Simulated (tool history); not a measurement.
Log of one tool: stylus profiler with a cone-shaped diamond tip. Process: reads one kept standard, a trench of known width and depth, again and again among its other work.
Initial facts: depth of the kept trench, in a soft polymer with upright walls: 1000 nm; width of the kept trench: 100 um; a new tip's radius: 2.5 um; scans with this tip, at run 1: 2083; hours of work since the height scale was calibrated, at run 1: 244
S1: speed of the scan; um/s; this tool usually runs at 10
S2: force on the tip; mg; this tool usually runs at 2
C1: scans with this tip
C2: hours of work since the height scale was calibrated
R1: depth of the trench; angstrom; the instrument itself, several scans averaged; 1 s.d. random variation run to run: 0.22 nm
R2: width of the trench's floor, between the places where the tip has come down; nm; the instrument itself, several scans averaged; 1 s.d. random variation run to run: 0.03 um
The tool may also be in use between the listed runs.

run 1 day=0 | S1=10 S2=2 | C1=2083 C2=244 | R1=10080.7 R2=95670
run 2 day=1.575 | S1=10 S2=2 | C1=2272 C2=267 | R1=10082.2 R2=95680
run 3 day=3.292 | S1=10 S2=2 | C1=2479 C2=291 | R1=10084.8 R2=95650
run 4 day=4.054 | S1=19 S2=2 | C1=2571 C2=302 | R1=10086.3 R2=95590
run 5 day=5.729 | S1=10 S2=4.5 | C1=2772 C2=325 | R1=10138.1 R2=95700
run 6 day=7.096 | S1=10 S2=4.5 | C1=2936 C2=345 | R1=10135.2 R2=95620
run 7 day=8.3 | S1=10 S2=4.5 | C1=3081 C2=362 | R1=10139.1 R2=95560
run 8 day=10 | S1=10 S2=4.5 | C1=3286 C2=386 | R1=10140.5 R2=95560
run 9 day=11.167 | S1=10 S2=4.5 | C1=3426 C2=402 | R1=10139.6 R2=95530
run 10 day=12.308 | S1=10 S2=3.41 | C1=3564 C2=418 | R1=10118.8 R2=95540
run 11 day=14.058 | S1=10 S2=2 | C1=3774 C2=443 | R1=10091.6 R2=95500
run 12 day=15.288 | S1=10 S2=2 | C1=3922 C2=460 | R1=10091.5 R2=95500
run 13 day=16.229 | S1=11 S2=2 | C1=4035 C2=473 | R1=10093.1 R2=95450
run 14 day=16.996 | S1=11 S2=2 | C1=4127 C2=484 | R1=10091.3 R2=95460
run 15 day=18.017 | S1=11 S2=2 | C1=4250 C2=499 | R1=10092.7 R2=95470
run 16 day=19.192 | S1=11 S2=5.91 | C1=4392 C2=515 | R1=10170.5 R2=95480
run 17 day=20.112 | S1=11 S2=5.91 | C1=4502 C2=528 | R1=10172.5 R2=95440
run 18 day=21.704 | S1=11 S2=5.91 | C1=4694 C2=551 | R1=10172.2 R2=95390
run 19 day=23.442 | S1=10 S2=2 | C1=4902 C2=575 | R1=10093.9 R2=95450
run 20 day=24.821 | S1=10 S2=1.87 | C1=5069 C2=595 | R1=10095.5 R2=95370
run 21 day=25.567 | S1=10 S2=1.87 | C1=5158 C2=605 | R1=10089.9 R2=95320
run 22 day=27.267 | S1=10 S2=1.87 | C1=5363 C2=629 | R1=10093 R2=95330
run 23 day=28.792 | S1=10 S2=1.87 | C1=5546 C2=651 | R1=10094.4 R2=95310
run 24 day=30.533 | S1=10 S2=1.87 | C1=5755 C2=675 | R1=10099 R2=95300
run 25 day=32.183 | S1=21 S2=1.63 | C1=5954 C2=699 | R1=10090.2 R2=95240
run 26 day=33.738 | S1=4 S2=4.91 | C1=6141 C2=721 | R1=10162.8 R2=95260
run 27 day=35.233 | S1=4 S2=4.91 | C1=6321 C2=742 | R1=10163.3 R2=95290
run 28 day=36.262 | S1=4 S2=1.75 | C1=6445 C2=756 | R1=10094.2 R2=95230
run 29 day=37.967 | S1=6 S2=3.59 | C1=6650 C2=780 | R1=10138.2 R2=95240
run 30 day=39.117 | S1=24 S2=1.08 | C1=6788 C2=797 | R1=10084.1 R2=95130
run 31 day=40.217 | S1=3 S2=0.78 | C1=6921 C2=812 | R1=10074.2 R2=95200
run 32 day=41.517 | S1=3 S2=0.78 | C1=7077 C2=830 | R1=10074.2 R2=95250
-- day=42.721 height scale calibrated on a step standard
run 33 day=43.333 | S1=13 S2=1.26 | C1=7293 C2=9 | R1=10052.5 R2=95140
run 34 day=44.704 | S1=13 S2=1.26 | C1=7458 C2=28 | R1=10056.8 R2=95140
run 35 day=45.683 | S1=3 S2=1.03 | C1=7575 C2=42 | R1=10047.8 R2=95160
run 36 day=46.488 | S1=7 S2=1.03 | C1=7672 C2=53 | R1=10050.7 R2=95140
run 37 day=48.183 | S1=7 S2=1.03 | C1=7876 C2=77 | R1=10049.9 R2=95110
run 38 day=49.075 | S1=7 S2=1.03 | C1=7984 C2=90 | R1=10055.4 R2=95110
run 39 day=50.071 | S1=3 S2=2.24 | C1=8103 C2=104 | R1=10084.5 R2=95110
run 40 day=51.833 | S1=3 S2=2.24 | C1=8315 C2=129 | R1=10084.6 R2=95060
run 41 day=52.771 | S1=3 S2=2.24 | C1=8428 C2=142 | R1=10081 R2=95070
run 42 day=53.546 | S1=6 S2=2 | C1=8521 C2=153 | R1=10080.3 R2=95070
run 43 day=55 | S1=10 S2=2 | C1=8696 C2=173 | R1=10080 R2=95020

4 options for the next run, each taken on its own from the tool as it stands now. Forecast them:
run A day=56.404 | S1=16 S2=4.8 | C1=8865 C2=193 | R1=? R2=?
run B day=56.404 | S1=5 S2=1.06 | C1=8865 C2=193 | R1=? R2=?
run C day=56.404 | S1=17 S2=2 | C1=8865 C2=193 | R1=? R2=?
run D day=56.404 | S1=6 S2=5.46 | C1=8865 C2=193 | R1=? R2=?

run=A R1=10142.5 R2=95010
run=B R1=10058.4 R2=95040
run=C R1=10081.9 R2=94990
run=D R1=10153.3 R2=94970
With no hidden state in the tool, these same runs would have given:
run=A R1=10133.2 R2=95980
run=B R1=10049.2 R2=96000
run=C R1=10072.6 R2=95950
run=D R1=10144.1 R2=95930
